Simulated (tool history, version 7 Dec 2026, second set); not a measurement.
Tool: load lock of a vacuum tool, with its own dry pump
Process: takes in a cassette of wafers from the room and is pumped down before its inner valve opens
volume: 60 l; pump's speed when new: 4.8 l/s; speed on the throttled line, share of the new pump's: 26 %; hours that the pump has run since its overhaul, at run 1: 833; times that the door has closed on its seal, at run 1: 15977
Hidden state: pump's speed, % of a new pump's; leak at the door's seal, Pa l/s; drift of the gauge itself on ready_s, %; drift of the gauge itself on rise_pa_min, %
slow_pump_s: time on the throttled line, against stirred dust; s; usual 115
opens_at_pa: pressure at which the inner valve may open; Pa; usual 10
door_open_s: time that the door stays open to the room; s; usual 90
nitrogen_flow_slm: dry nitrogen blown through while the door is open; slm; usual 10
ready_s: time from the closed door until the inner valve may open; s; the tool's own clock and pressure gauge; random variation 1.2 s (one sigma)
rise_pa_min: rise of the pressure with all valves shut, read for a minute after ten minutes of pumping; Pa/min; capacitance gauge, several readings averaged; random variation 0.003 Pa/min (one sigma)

| run | day | slow_pump_s | opens_at_pa | door_open_s | nitrogen_flow_slm | hours that the pump has run since its overhaul | times that the door has closed on its seal | incoming humidity of the room's air, % | ready_s | rise_pa_min |
|---|---|---|---|---|---|---|---|---|---|---|
| 1 | 0.000 | 115 | 10 | 90 | 10 | 833 | 15977 | 47.2 | 197.9 | 0.056 |
| 2 | 2.971 | 141 | 10 | 90 | 10 | 905 | 16290 | 44.8 | 221.2 | 0.058 |
| 3 | 6.921 | 141 | 10 | 90 | 10 | 1000 | 16705 | 44.7 | 222.4 | 0.054 |
| 4 | 10.033 | 141 | 10 | 90 | 10 | 1074 | 17033 | 44.7 | 219.4 | 0.051 |
| 5 | 14.708 | 115 | 10 | 25 | 10 | 1186 | 17525 | 42.2 | 204.8 | 0.029 |
| 6 | 19.004 | 115 | 10 | 90 | 10 | 1290 | 17977 | 42.9 | 200.7 | 0.047 |
| 7 | 21.158 | 115 | 10 | 90 | 10 | 1341 | 18203 | 46.1 | 203.4 | 0.057 |
| 8 | 24.683 | 115 | 10 | 90 | 11 | 1426 | 18574 | 46.1 | 203.4 | 0.056 |
| 9 | 28.375 | 115 | 10 | 90 | 11 | 1514 | 18963 | 50.0 | 201.2 | 0.058 |
| 10 | 32.938 | 115 | 10 | 90 | 10 | 1624 | 19443 | 48.2 | 200.1 | 0.060 |
| 11 | 36.525 | 115 | 7 | 90 | 10 | 1710 | 19820 | 44.4 | 207.8 | 0.051 |
| 12 | 40.008 | 115 | 8 | 90 | 10 | 1794 | 20187 | 48.4 | 202.6 | 0.060 |
| 13 | 44.596 | 115 | 8 | 90 | 10 | 1904 | 20670 | 44.4 | 205.4 | 0.048 |
| 14 | 47.692 | 115 | 10 | 27 | 10 | 1978 | 20995 | 46.9 | 202.6 | 0.035 |
| 15 | 50.975 | 115 | 10 | 94 | 10 | 2057 | 21341 | 43.7 | 201.3 | 0.055 |
| 16 | 53.704 | 115 | 10 | 94 | 10 | 2122 | 21628 | 44.7 | 199.4 | 0.054 |
| 17 | 56.904 | 115 | 10 | 90 | 10 | 2199 | 21965 | 45.0 | 199.5 | 0.052 |
| 18 | 59.892 | 115 | 10 | 90 | 10 | 2271 | 22279 | 46.4 | 201.5 | 0.061 |
| 19 | 64.650 | 115 | 10 | 90 | 10 | 2385 | 22780 | 44.9 | 203.0 | 0.059 |
| 20 | 67.600 | 215 | 10 | 130 | 10 | 2456 | 23090 | 46.8 | 277.5 | 0.070 |
| 21 | 70.425 | 215 | 15 | 130 | 10 | 2524 | 23388 | 43.8 | 269.8 | 0.059 |
| 22 | 74.171 | 115 | 10 | 80 | 10 | 2614 | 23782 | 49.0 | 203.2 | 0.061 |
| 23 | 76.908 | 115 | 14 | 80 | 5 | 2679 | 24069 | 44.0 | 195.3 | 0.062 |
| 24 | 80.754 | 115 | 14 | 80 | 5 | 2771 | 24474 | 43.3 | 195.6 | 0.061 |
| 25 | 83.171 | 115 | 14 | 80 | 17 | 2830 | 24729 | 46.7 | 197.7 | 0.044 |
| 26 | 86.204 | 115 | 11 | 90 | 10 | 2902 | 25048 | 45.0 | 201.0 | 0.052 |
| 27 | 88.225 | 115 | 11 | 90 | 10 | 2951 | 25260 | 45.4 | 199.5 | 0.062 |
| 28 | 91.696 | 62 | 17 | 182 | 39 | 3034 | 25626 | 43.3 | 154.0 | 0.033 |
| 29 | 95.779 | 209 | 9 | 170 | 38 | 3132 | 26056 | 42.5 | 272.6 | 0.032 |
| 30 | 99.138 | 61 | 9 | 170 | 13 | 3213 | 26409 | 46.8 | 162.7 | 0.070 |
| 31 | 103.496 | 115 | 14 | 90 | 10 | 3317 | 26867 | 45.2 | 198.8 | 0.056 |
| 32 | 106.783 | 115 | 14 | 90 | 10 | 3396 | 27213 | 48.3 | 195.9 | 0.060 |
| 33 | 108.854 | 115 | 14 | 90 | 10 | 3446 | 27431 | 45.2 | 196.9 | 0.061 |
| 34 | 111.233 | 115 | 14 | 90 | 10 | 3503 | 27682 | 43.7 | 196.9 | 0.051 |
| 35 | 114.479 | 115 | 14 | 90 | 10 | 3581 | 28023 | 44.1 | 195.5 | 0.056 |
| 36 | 118.492 | 145 | 10 | 134 | 10 | 3677 | 28445 | 44.0 | 226.2 | 0.070 |
| 37 | 121.112 | 145 | 10 | 134 | 10 | 3740 | 28721 | 47.0 | 224.3 | 0.068 |
| 38 | 124.712 | 145 | 10 | 134 | 10 | 3827 | 29100 | 45.1 | 223.8 | 0.061 |

Forecast each of these 3 alternatives for the next run:
| A | 127.300 | 115 | 18 | 177 | 10 | 3889 | 29372 | 43.6 | ? | ? |
| B | 127.300 | 150 | 10 | 90 | 9 | 3889 | 29372 | 50.7 | ? | ? |
| C | 127.300 | 115 | 10 | 50 | 10 | 3889 | 29372 | 45.5 | ? | ? |

| run | ready_s | rise_pa_min |
|---|---|---|
| A | 194.0 | 0.079 |
| B | 228.2 | 0.065 |
| C | 200.4 | 0.045 |
Without the tool's hidden state the same runs would have given:
| run | ready_s | rise_pa_min |
|---|---|---|
| A | 194.0 | 0.078 |
| B | 228.1 | 0.064 |
| C | 200.3 | 0.045 |

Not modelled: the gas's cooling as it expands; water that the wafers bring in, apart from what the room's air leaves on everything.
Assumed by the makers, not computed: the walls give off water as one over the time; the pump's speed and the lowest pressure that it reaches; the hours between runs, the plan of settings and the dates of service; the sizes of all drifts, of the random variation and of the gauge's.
